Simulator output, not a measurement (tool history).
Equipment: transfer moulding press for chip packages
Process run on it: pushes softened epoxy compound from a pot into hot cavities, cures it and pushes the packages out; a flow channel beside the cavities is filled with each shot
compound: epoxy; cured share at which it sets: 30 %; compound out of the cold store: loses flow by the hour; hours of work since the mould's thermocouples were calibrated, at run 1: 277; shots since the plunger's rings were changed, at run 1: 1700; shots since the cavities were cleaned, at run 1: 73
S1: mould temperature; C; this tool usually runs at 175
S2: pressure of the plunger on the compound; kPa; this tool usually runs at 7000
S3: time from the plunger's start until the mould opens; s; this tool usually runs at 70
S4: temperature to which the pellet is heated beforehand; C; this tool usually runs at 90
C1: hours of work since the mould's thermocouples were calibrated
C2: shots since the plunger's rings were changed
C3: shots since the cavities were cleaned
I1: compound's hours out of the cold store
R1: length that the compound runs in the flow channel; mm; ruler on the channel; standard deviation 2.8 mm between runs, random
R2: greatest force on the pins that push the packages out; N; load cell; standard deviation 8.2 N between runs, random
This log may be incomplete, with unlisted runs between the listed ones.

{"run": 1, "hour": 0.0, "S1": 175, "S2": 7000, "S3": 70, "S4": 90, "C1": 277, "C2": 1700, "C3": 73, "I1": 41.5, "R1": 856, "R2": 428}
{"hour": 21.9, "done": "cavities cleaned with cleaning compound and waxed"}
{"run": 2, "hour": 21.9, "S1": 175, "S2": 7000, "S3": 70, "S4": 90, "C1": 293, "C2": 2121, "C3": 0, "I1": 46.5, "R1": 828, "R2": 404}
{"hour": 46.2, "done": "cavities cleaned with cleaning compound and waxed"}
{"run": 3, "hour": 61.4, "S1": 175, "S2": 7000, "S3": 70, "S4": 90, "C1": 323, "C2": 2907, "C3": 314, "I1": 37.9, "R1": 871, "R2": 511}
{"hour": 70.2, "done": "cavities cleaned with cleaning compound and waxed"}
{"run": 4, "hour": 83.0, "S1": 175, "S2": 7000, "S3": 70, "S4": 90, "C1": 339, "C2": 3322, "C3": 263, "I1": 44.6, "R1": 829, "R2": 466}
{"hour": 94.4, "done": "cavities cleaned with cleaning compound and waxed"}
{"hour": 121.3, "done": "cavities cleaned with cleaning compound and waxed"}
{"run": 5, "hour": 122.9, "S1": 169, "S2": 7000, "S3": 70, "S4": 90, "C1": 368, "C2": 4085, "C3": 32, "I1": 30.8, "R1": 916, "R2": 592}
{"hour": 145.8, "done": "cavities cleaned with cleaning compound and waxed"}
{"run": 6, "hour": 156.5, "S1": 175, "S2": 7000, "S3": 70, "S4": 90, "C1": 394, "C2": 4748, "C3": 220, "I1": 41.8, "R1": 832, "R2": 478}
{"hour": 172.0, "done": "cavities cleaned with cleaning compound and waxed"}
{"run": 7, "hour": 192.4, "S1": 175, "S2": 7000, "S3": 94, "S4": 90, "C1": 421, "C2": 5460, "C3": 421, "I1": 18.1, "R1": 955, "R2": 412}
{"hour": 196.1, "done": "cavities cleaned with cleaning compound and waxed"}
{"hour": 209.2, "done": "plunger's sealing rings changed"}
{"hour": 223.4, "done": "cavities cleaned with cleaning compound and waxed"}
{"hour": 234.6, "done": "mould's thermocouples calibrated"}
{"run": 8, "hour": 236.7, "S1": 175, "S2": 7000, "S3": 94, "S4": 90, "C1": 2, "C2": 498, "C3": 235, "I1": 22.3, "R1": 979, "R2": 396}
{"hour": 249.6, "done": "cavities cleaned with cleaning compound and waxed"}
{"run": 9, "hour": 257.6, "S1": 175, "S2": 7000, "S3": 94, "S4": 90, "C1": 17, "C2": 897, "C3": 165, "I1": 43.4, "R1": 851, "R2": 381}
{"hour": 273.8, "done": "cavities cleaned with cleaning compound and waxed"}
{"run": 10, "hour": 285.3, "S1": 175, "S2": 7000, "S3": 94, "S4": 90, "C1": 38, "C2": 1440, "C3": 238, "I1": 34.0, "R1": 897, "R2": 384}
{"hour": 300.3, "done": "cavities cleaned with cleaning compound and waxed"}
{"run": 11, "hour": 322.2, "S1": 175, "S2": 7000, "S3": 70, "S4": 81, "C1": 66, "C2": 2171, "C3": 454, "I1": 33.7, "R1": 901, "R2": 530}
{"hour": 327.5, "done": "cavities cleaned with cleaning compound and waxed"}
{"hour": 335.9, "done": "mould's thermocouples calibrated, once more"}
{"hour": 355.4, "done": "cavities cleaned with cleaning compound and waxed"}
{"run": 12, "hour": 364.8, "S1": 175, "S2": 7000, "S3": 70, "S4": 81, "C1": 22, "C2": 2948, "C3": 194, "I1": 17.5, "R1": 987, "R2": 520}
{"hour": 382.4, "done": "cavities cleaned with cleaning compound and waxed"}
{"run": 13, "hour": 384.6, "S1": 175, "S2": 7000, "S3": 70, "S4": 81, "C1": 36, "C2": 3326, "C3": 45, "I1": 32.3, "R1": 901, "R2": 421}
{"run": 14, "hour": 403.0, "S1": 175, "S2": 7000, "S3": 70, "S4": 81, "C1": 51, "C2": 3706, "C3": 425, "I1": 16.3, "R1": 991, "R2": 588}
{"hour": 407.2, "done": "cavities cleaned with cleaning compound and waxed"}
{"run": 15, "hour": 425.5, "S1": 175, "S2": 5870, "S3": 50, "S4": 94, "C1": 67, "C2": 4140, "C3": 377, "I1": 12.8, "R1": 920, "R2": 1205}
{"hour": 433.1, "done": "cavities cleaned with cleaning compound and waxed"}
{"run": 16, "hour": 450.1, "S1": 171, "S2": 7000, "S3": 70, "S4": 85, "C1": 86, "C2": 4618, "C3": 350, "I1": 24.5, "R1": 937, "R2": 713}
{"hour": 459.0, "done": "cavities cleaned with cleaning compound and waxed"}
{"hour": 483.2, "done": "cavities cleaned with cleaning compound and waxed"}
{"run": 17, "hour": 486.3, "S1": 175, "S2": 7000, "S3": 81, "S4": 97, "C1": 112, "C2": 5304, "C3": 64, "I1": 27.3, "R1": 902, "R2": 350}
{"hour": 506.4, "done": "plunger's sealing rings changed"}
{"hour": 511.4, "done": "cavities cleaned with cleaning compound and waxed"}
{"run": 18, "hour": 513.4, "S1": 175, "S2": 7000, "S3": 81, "S4": 97, "C1": 130, "C2": 115, "C3": 42, "I1": 27.2, "R1": 957, "R2": 346}
{"hour": 538.2, "done": "cavities cleaned with cleaning compound and waxed"}
{"run": 19, "hour": 551.9, "S1": 175, "S2": 7000, "S3": 82, "S4": 90, "C1": 159, "C2": 879, "C3": 282, "I1": 8.6, "R1": 1071, "R2": 428}
{"hour": 563.1, "done": "cavities cleaned with cleaning compound and waxed"}
{"hour": 588.2, "done": "cavities cleaned with cleaning compound and waxed"}
{"run": 20, "hour": 592.4, "S1": 175, "S2": 7000, "S3": 82, "S4": 90, "C1": 189, "C2": 1653, "C3": 85, "I1": 17.4, "R1": 1001, "R2": 363}
{"hour": 614.2, "done": "cavities cleaned with cleaning compound and waxed"}
{"run": 21, "hour": 618.6, "S1": 175, "S2": 5910, "S3": 85, "S4": 99, "C1": 209, "C2": 2165, "C3": 91, "I1": 8.7, "R1": 965, "R2": 372}
{"hour": 639.4, "done": "cavities cleaned with cleaning compound and waxed"}
{"run": 22, "hour": 648.0, "S1": 175, "S2": 5910, "S3": 85, "S4": 99, "C1": 231, "C2": 2741, "C3": 178, "I1": 36.7, "R1": 807, "R2": 378}
{"hour": 664.4, "done": "cavities cleaned with cleaning compound and waxed"}
{"run": 23, "hour": 672.1, "S1": 175, "S2": 5910, "S3": 85, "S4": 99, "C1": 249, "C2": 3209, "C3": 159, "I1": 47.1, "R1": 749, "R2": 380}
{"hour": 688.8, "done": "cavities cleaned with cleaning compound and waxed"}
{"run": 24, "hour": 698.4, "S1": 175, "S2": 5910, "S3": 85, "S4": 99, "C1": 268, "C2": 3721, "C3": 197, "I1": 37.9, "R1": 790, "R2": 379}
{"hour": 714.1, "done": "cavities cleaned with cleaning compound and waxed"}
{"run": 25, "hour": 733.4, "S1": 175, "S2": 7810, "S3": 70, "S4": 90, "C1": 295, "C2": 4414, "C3": 399, "I1": 41.0, "R1": 886, "R2": 523}
{"hour": 738.2, "done": "cavities cleaned with cleaning compound and waxed"}
{"hour": 764.3, "done": "cavities cleaned with cleaning compound and waxed"}
{"run": 26, "hour": 769.8, "S1": 176, "S2": 5890, "S3": 107, "S4": 82, "C1": 321, "C2": 5103, "C3": 112, "I1": 23.4, "R1": 850, "R2": 358}

3 options for the next run, each taken on its own from the tool as it stands now. Forecast them:
{"hour": 788.8, "done": "cavities cleaned with cleaning compound and waxed"}
{"run": "A", "hour": 798.1, "S1": 171, "S2": 7640, "S3": 70, "S4": 90, "C1": 342, "C2": 5657, "C3": 192, "I1": 17.7, "R1": "?", "R2": "?"}
{"hour": 788.8, "done": "cavities cleaned with cleaning compound and waxed"}
{"run": "B", "hour": 798.1, "S1": 176, "S2": 8090, "S3": 57, "S4": 82, "C1": 342, "C2": 5657, "C3": 192, "I1": 41.9, "R1": "?", "R2": "?"}
{"hour": 788.8, "done": "cavities cleaned with cleaning compound and waxed"}
{"run": "C", "hour": 798.1, "S1": 181, "S2": 7000, "S3": 70, "S4": 98, "C1": 342, "C2": 5657, "C3": 192, "I1": 25.7, "R1": "?", "R2": "?"}

run=A R1=1009 R2=630
run=B R1=885 R2=667
run=C R1=893 R2=401
Take away the tool's hidden state, keep each run's random variation, and the runs would have read:
run=A R1=1070 R2=532
run=B R1=938 R2=563
run=C R1=946 R2=329
